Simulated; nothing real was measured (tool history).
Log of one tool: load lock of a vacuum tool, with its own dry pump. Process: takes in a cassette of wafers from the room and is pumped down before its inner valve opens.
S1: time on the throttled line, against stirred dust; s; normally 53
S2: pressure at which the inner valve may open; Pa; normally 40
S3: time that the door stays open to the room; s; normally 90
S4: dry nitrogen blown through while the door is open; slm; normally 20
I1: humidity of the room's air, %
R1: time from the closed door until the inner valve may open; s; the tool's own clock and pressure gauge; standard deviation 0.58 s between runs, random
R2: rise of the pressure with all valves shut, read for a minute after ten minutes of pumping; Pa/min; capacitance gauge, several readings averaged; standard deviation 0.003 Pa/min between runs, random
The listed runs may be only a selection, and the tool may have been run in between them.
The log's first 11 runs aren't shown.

run	hour	S1	S2	S3	S4	I1	R1	R2
12	866.9	68	40	90	20	41.1	93.5	0.034
13	929.2	68	40	90	20	46.8	93.4	0.037
14	984.2	68	40	90	20	42.6	94	0.039
15	1049.2	68	40	90	20	42.4	94.7	0.039
16	1132.7	68	40	90	20	45.8	94.7	0.043
17	1187.9	68	40	90	20	46.4	94.7	0.041
18	1236.5	68	40	90	20	47.2	94	0.048
19	1313.1	53	52	90	20	45.6	80.8	0.042
20	1379.9	93	52	103	20	46.7	111.6	0.046
21	1448.9	27	30	103	20	46.9	63.7	0.046
22	1518.6	27	30	62	16	41.8	63.2	0.038

Predict the results of run 23:
23	1620.6	93	65	90	20	44.6	?	?

{"run 23": {"R1": 112.1, "R2": 0.046}}
The same run, on a tool lacking any hidden state, would have yielded R1 112.1 s, R2 0.046 Pa/min.

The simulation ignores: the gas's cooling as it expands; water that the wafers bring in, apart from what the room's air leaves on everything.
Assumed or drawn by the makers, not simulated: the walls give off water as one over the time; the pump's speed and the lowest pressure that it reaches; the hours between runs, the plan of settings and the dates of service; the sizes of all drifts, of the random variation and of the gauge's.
